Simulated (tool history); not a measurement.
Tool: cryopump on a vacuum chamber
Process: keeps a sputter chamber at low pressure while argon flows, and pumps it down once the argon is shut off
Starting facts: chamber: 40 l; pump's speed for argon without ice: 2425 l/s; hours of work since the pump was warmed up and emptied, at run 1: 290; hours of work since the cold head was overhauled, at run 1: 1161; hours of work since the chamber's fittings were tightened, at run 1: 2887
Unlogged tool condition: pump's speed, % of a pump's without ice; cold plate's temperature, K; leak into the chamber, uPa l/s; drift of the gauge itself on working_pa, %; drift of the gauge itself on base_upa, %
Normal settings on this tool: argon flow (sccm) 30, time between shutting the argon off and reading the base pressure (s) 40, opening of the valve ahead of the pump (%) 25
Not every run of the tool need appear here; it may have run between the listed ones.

| run | hour | argon flow (sccm) | time between shutting the argon off and reading the base pressure (s) | opening of the valve ahead of the pump (%) | hours of work since the pump was warmed up and emptied | hours of work since the cold head was overhauled | hours of work since the chamber's fittings were tightened | pressure while argon flows (Pa) | pressure after the wait (uPa) |
|---|---|---|---|---|---|---|---|---|---|
| 1 | 0 | 30 | 40 | 25 | 290 | 1161 | 2887 | 0.0896 | 2.08 |
| 2 | 102.4 | 30 | 40 | 20 | 335 | 1207 | 2932 | 0.1113 | 2.14 |
| 3 | 162.5 | 30 | 40 | 25 | 361 | 1233 | 2959 | 0.0903 | 1.99 |
|  | 242.1 | pump warmed up, emptied and cooled again |
| 4 | 278.6 | 33 | 40 | 25 | 16 | 1282 | 3008 | 0.0917 | 1.96 |
| 5 | 338.7 | 24 | 40 | 25 | 43 | 1309 | 3035 | 0.0665 | 1.9 |
| 6 | 397.5 | 24 | 40 | 25 | 69 | 1335 | 3060 | 0.0678 | 2.04 |
| 7 | 486.9 | 30 | 40 | 48 | 108 | 1374 | 3100 | 0.0458 | 1.96 |
| 8 | 556 | 30 | 40 | 48 | 138 | 1404 | 3130 | 0.0464 | 1.99 |
| 9 | 622.4 | 30 | 40 | 48 | 168 | 1434 | 3160 | 0.0468 | 1.98 |
| 10 | 690.1 | 30 | 40 | 45 | 198 | 1464 | 3190 | 0.0513 | 2.12 |

A few steps of pressure while argon flows (Pa) between consecutive runs. Split each: what settings, incoming material and random variation would produce without the hidden state, and what is left over for the hidden state, along with gauge scatter present in only one of the two compared results (measured, and without hidden state):
Run 3 -> 4: argon flow (sccm) 30 -> 33, pump warmed up, emptied and cooled again. pressure while argon flows (Pa) +0.0014: hidden state -0.0072, all else +0.0086.
Run 4 -> 5: argon flow (sccm) 33 -> 24. pressure while argon flows (Pa) -0.0252: hidden state +0.0002, all else -0.0254.
